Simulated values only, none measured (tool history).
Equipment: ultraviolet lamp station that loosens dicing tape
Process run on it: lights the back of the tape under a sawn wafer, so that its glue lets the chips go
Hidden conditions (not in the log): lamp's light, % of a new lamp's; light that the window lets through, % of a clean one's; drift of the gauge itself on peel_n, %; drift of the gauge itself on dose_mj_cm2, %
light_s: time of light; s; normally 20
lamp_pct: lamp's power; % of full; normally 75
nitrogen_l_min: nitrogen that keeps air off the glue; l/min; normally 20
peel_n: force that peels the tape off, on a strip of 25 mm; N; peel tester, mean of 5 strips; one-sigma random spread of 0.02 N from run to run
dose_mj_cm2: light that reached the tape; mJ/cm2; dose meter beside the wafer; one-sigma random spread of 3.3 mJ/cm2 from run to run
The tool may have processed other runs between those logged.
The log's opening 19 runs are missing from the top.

| run | day | light_s | lamp_pct | nitrogen_l_min | hours of work of the lamp | hours of work since the window was cleaned | peel_n | dose_mj_cm2 |
|---|---|---|---|---|---|---|---|---|
| 20 | 43.479 | 11 | 75 | 20 | 818 | 221 | 2.47 | 287 |
| 21 | 45.133 | 11 | 75 | 20 | 838 | 241 | 2.458 | 287 |
| 22 | 48.242 | 11 | 75 | 20 | 876 | 279 | 2.452 | 286 |
| 23 | 50.788 | 11 | 75 | 20 | 906 | 309 | 2.46 | 287 |
| 24 | 53.108 | 11 | 92 | 19 | 934 | 337 | 1.965 | 350 |
| 25 | 54.846 | 11 | 92 | 19 | 955 | 358 | 1.901 | 348 |
| 26 | 56.671 | 11 | 75 | 19 | 977 | 380 | 2.462 | 287 |
| 27 | 58.867 | 11 | 75 | 8 | 1004 | 407 | 3.416 | 285 |
| 28 | 61.383 | 23 | 62 | 20 | 1034 | 437 | 1.081 | 491 |
|  | 63.404 | window cleaned of glue's vapour |
| 29 | 63.567 | 20 | 69 | 11 | 1060 | 2 | 1.713 | 480 |
| 30 | 65.404 | 12 | 90 | 20 | 1083 | 24 | 1.714 | 376 |
| 31 | 67.229 | 12 | 90 | 20 | 1105 | 46 | 1.74 | 372 |
| 32 | 69.879 | 33 | 75 | 16 | 1137 | 78 | 0.389 | 850 |
| 33 | 72.317 | 33 | 75 | 16 | 1166 | 108 | 0.386 | 857 |
| 34 | 74.654 | 33 | 75 | 16 | 1194 | 136 | 0.4 | 851 |
| 35 | 77.812 | 33 | 75 | 16 | 1232 | 174 | 0.384 | 855 |
| 36 | 80.829 | 19 | 99 | 25 | 1269 | 210 | 0.512 | 649 |
| 37 | 82.804 | 22 | 75 | 16 | 1293 | 234 | 0.968 | 573 |
|  | 85.071 | lamp changed |
| 38 | 85.292 | 22 | 75 | 16 | 3 | 264 | 0.979 | 571 |
| 39 | 87.133 | 20 | 97 | 12 | 25 | 286 | 0.862 | 668 |
| 40 | 90.238 | 16 | 65 | 20 | 62 | 324 | 1.803 | 355 |
| 41 | 93.088 | 16 | 65 | 20 | 97 | 358 | 1.785 | 361 |
| 42 | 95.808 | 14 | 79 | 27 | 130 | 391 | 1.404 | 379 |

What if the next run were any one of these 4? Each begins from the tool's condition after run 42:
| A | 99.175 | 28 | 81 | 33 | 170 | 432 | ? | ? |
| B | 99.175 | 35 | 66 | 9 | 170 | 432 | ? | ? |
| C | 99.175 | 30 | 70 | 7 | 170 | 432 | ? | ? |
| D | 99.175 | 20 | 67 | 20 | 170 | 432 | ? | ? |

| run | peel_n | dose_mj_cm2 |
|---|---|---|
| A | 0.264 | 787 |
| B | 0.798 | 799 |
| C | 1.174 | 728 |
| D | 1.2 | 467 |
What these runs would have given with no unlogged condition in the tool:
| run | peel_n | dose_mj_cm2 |
|---|---|---|
| A | 0.263 | 788 |
| B | 0.796 | 800 |
| C | 1.172 | 728 |
| D | 1.198 | 468 |

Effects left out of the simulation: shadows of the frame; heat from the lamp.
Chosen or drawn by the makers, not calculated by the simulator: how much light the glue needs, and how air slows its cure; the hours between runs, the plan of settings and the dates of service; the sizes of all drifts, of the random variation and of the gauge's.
